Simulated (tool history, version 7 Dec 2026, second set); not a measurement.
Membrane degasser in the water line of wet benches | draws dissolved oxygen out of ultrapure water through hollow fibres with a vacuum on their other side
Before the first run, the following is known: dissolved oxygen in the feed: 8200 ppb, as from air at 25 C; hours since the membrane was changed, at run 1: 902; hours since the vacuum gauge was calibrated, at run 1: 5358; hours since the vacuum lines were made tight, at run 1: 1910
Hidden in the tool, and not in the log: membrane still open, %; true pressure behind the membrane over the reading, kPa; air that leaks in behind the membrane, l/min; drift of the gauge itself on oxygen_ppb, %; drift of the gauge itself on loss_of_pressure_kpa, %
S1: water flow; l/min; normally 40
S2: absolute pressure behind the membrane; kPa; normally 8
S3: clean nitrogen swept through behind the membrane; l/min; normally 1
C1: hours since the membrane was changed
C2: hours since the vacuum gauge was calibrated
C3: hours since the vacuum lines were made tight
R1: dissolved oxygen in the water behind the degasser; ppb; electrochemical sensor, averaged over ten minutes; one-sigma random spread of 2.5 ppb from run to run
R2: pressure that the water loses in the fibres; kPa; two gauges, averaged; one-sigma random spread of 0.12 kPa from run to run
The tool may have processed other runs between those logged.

run    hour  S1     S2    S3    C1    C2    C3      R1     R2
  1       0  40      8     1   902  5358  1910   427.2  30.92
  2     110  40      8     1  1012  5468  2020   422.9  30.91
  3   184.2  40   8.45     1  1086  5542  2094   459.2  30.94
  4   287.1  40   8.45     1  1189  5645  2197   459.7  30.88
  5   390.6  40      8   0.9  1292  5748  2301   463.3  30.87
  6   483.1  40      8   0.9  1385  5841  2393   460.6  30.78
      489.4  -- vacuum gauge calibrated
  7     565  40      8     1  1466    76  2475   442.4  30.84
  8   673.4  40      8     1  1575   184  2583   438.3  31.04
  9     780  40      8     1  1681   291  2690   439.4  30.83
 10   871.5  40      8     1  1773   382  2781   439.9  31.02
 11   984.8  40      8     1  1886   495  2894   437.3  31.01
 12  1056.8  40      8     1  1958   567  2966   441.2  30.89
 13  1115.5  29   9.39  1.34  2017   626  3025   328.3  22.51
 14  1188.9  30  18.97  0.92  2090   700  3098  1014.1  23.23
     1242.4  -- vacuum gauge calibrated, once more
 15  1307.1  46  17.23  0.71  2208    65  3216    1434  35.59
 16  1432.1  45      8     1  2333   190  3341   446.1  34.99
 17    1539  45      8     1  2440   297  3448   444.9  34.86
 18    1664  45      8     1  2565   422  3573   446.3  34.72
 19  1767.7  40  17.62     1  2668   525  3677  1057.7  31.13
 20  1853.5  56   8.65   1.1  2754   611  3763   567.2  43.45
 21  1959.9  55   8.65  1.64  2861   718  3869   434.6  42.38
 22  2055.7  55   8.65  1.64  2956   813  3965   429.8  42.73
 23  2168.5  55   8.65  1.64  3069   926  4078   432.1  42.77

5 ways to go on from here, each from the tool as it stands after run 23. What would each give?
  A  2267.5  55   5.89  0.64  3168  1025  4177   ?   ?
  B  2267.5  40      8  0.78  3168  1025  4177   ?   ?
  C  2267.5  28   6.06  1.78  3168  1025  4177   ?   ?
  D  2267.5  33   8.69  0.42  3168  1025  4177   ?   ?
  E  2267.5  61  17.02  2.13  3168  1025  4177   ?   ?

run     R1     R2
  A  429.3  42.81
  B  487.2  31.09
  C  116.4   21.6
  D  696.4  25.59
  E  849.3  47.45
Without the tool's unlogged condition, the same runs would have read:
run     R1     R2
  A  427.7  42.42
  B  485.8   30.8
  C  114.4   21.4
  D  699.5  25.35
  E  844.1  47.01
